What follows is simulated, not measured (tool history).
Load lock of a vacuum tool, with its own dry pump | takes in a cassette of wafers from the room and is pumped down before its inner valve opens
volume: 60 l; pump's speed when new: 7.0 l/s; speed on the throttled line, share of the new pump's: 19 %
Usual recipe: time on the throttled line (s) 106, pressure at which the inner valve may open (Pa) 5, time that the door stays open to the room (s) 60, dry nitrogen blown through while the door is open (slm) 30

run	hour	time on the throttled line (s)	pressure at which the inner valve may open (Pa)	time that the door stays open to the room (s)	dry nitrogen blown through while the door is open (slm)	incoming humidity of the room's air, %	time from the closed door until the inner valve may open (s)	rise of the pressure with all valves shut (Pa/min)
1	0	106	5	60	30	44.9	178.2	0.071
2	220.9	106	5	60	30	42.8	175.9	0.072
3	391.2	82	5	60	30	45.8	158.6	0.074
4	663.2	82	5	60	5	47.2	157.8	0.102
5	879.6	106	5	60	30	45.3	176.8	0.079
6	1181.7	106	5	60	30	44.8	177	0.086
7	1553.2	106	5	60	30	41.7	179.2	0.084
8	1918.8	106	5	60	30	46.1	178.5	0.094
9	2308	106	5	60	35	44.3	178.4	0.1
10	2644.9	106	5	60	35	41.7	180.4	0.098
11	2837.4	106	5	60	35	46.1	179.2	0.102
12	3171.5	106	5	202	30	45.7	180.9	0.122
13	3359.2	106	5	202	30	46.2	179.9	0.128
14	3620.6	106	5	202	30	45.7	179.4	0.126
15	3948.8	106	5	202	30	48.7	180.2	0.134
16	4150.6	106	7	30	30	46.8	177.9	0.115
17	4352.9	177	9	60	29	47.6	229.5	0.132
18	4744.8	106	7	60	30	47.6	177	0.134
19	4981.9	106	7	30	36	41.8	177.1	0.132
20	5379.3	71	5	60	19	44.3	154.9	0.145
21	5631.3	60	5	35	19	44	147.5	0.147
22	5812.8	86	10	147	5	47.7	159	0.191
23	6153.9	142	5	119	35	46	212.8	0.157

Alternative continuations, all from the tool just after run 23; predict every row:
A	6344.3	89	5	60	30	47.3	?	?
B	6344.3	136	4	60	33	42.9	?	?
C	6344.3	166	10	43	30	47.6	?	?
D	6344.3	198	5	33	6	44	?	?
E	6344.3	60	5	164	35	45.3	?	?

run	time from the closed door until the inner valve may open (s)	rise of the pressure with all valves shut (Pa/min)
A	170	0.16
B	209.4	0.155
C	222.8	0.163
D	253.3	0.172
E	148	0.166
With the hidden condition removed and each run's random variation left untouched, the same runs would have given:
run	time from the closed door until the inner valve may open (s)	rise of the pressure with all valves shut (Pa/min)
A	159.2	0.023
B	199.4	0.015
C	215.2	0.025
D	245.5	0.033
E	136.1	0.029

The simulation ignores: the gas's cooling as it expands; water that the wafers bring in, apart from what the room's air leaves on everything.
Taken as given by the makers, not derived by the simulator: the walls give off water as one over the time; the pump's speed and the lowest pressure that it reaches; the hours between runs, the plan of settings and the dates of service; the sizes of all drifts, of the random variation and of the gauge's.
